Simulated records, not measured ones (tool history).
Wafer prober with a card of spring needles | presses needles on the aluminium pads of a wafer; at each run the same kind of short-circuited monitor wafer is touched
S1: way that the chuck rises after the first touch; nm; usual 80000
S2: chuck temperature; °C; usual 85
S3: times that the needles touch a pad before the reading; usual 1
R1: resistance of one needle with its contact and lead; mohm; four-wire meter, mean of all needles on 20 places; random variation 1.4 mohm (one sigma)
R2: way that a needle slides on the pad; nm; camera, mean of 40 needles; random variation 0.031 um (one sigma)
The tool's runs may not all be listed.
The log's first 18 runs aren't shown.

run	hour	S1	S2	S3	R1	R2
19	177.2	77000	73	1	294	10290
# hour 180.7: tips cleaned on abrasive film
20	184.1	71000	105	1	236	9410
21	191.3	66000	105	1	361	8750
# hour 192.1: tips cleaned on abrasive film
# hour 202.9: tips cleaned on abrasive film
22	204.2	83000	85	1	162	11040
23	209.9	60000	50	2	277	7920
# hour 214.2: tips cleaned on abrasive film
24	221.8	99000	56	3	152	13230
# hour 225.6: tips cleaned on abrasive film
25	229.9	99000	35	1	187	13230
# hour 236.8: tips cleaned on abrasive film
26	243.2	68000	105	2	224	9010
# hour 247.6: tips cleaned on abrasive film
27	254.3	94000	29	1	232	12570
# hour 258.4: tips cleaned on abrasive film
28	264.4	94000	29	1	221	12550
# hour 269.2: tips cleaned on abrasive film
29	276.7	80000	85	1	275	10610
# hour 280.0: tips cleaned on abrasive film
30	285.0	78000	28	1	251	10300
# hour 291.7: tips cleaned on abrasive film
31	292.9	100000	28	2	128	13280
32	298.7	100000	28	2	178	13290
# hour 302.8: tips cleaned on abrasive film
33	306.6	100000	28	2	156	13250

Forecast each of these 4 alternatives for the next run:
# hour 314.1: tips cleaned on abrasive film
A	319.5	74000	27	3	?	?
# hour 314.1: tips cleaned on abrasive film
B	319.5	80000	28	2	?	?
# hour 314.1: tips cleaned on abrasive film
C	319.5	63000	28	3	?	?
# hour 314.1: tips cleaned on abrasive film
D	319.5	95000	99	2	?	?

run	R1	R2
A	172	9740
B	197	10500
C	191	8220
D	172	12520
Without the tool's hidden state the same runs would have given:
run	R1	R2
A	110	10130
B	108	10890
C	110	8620
D	114	12910
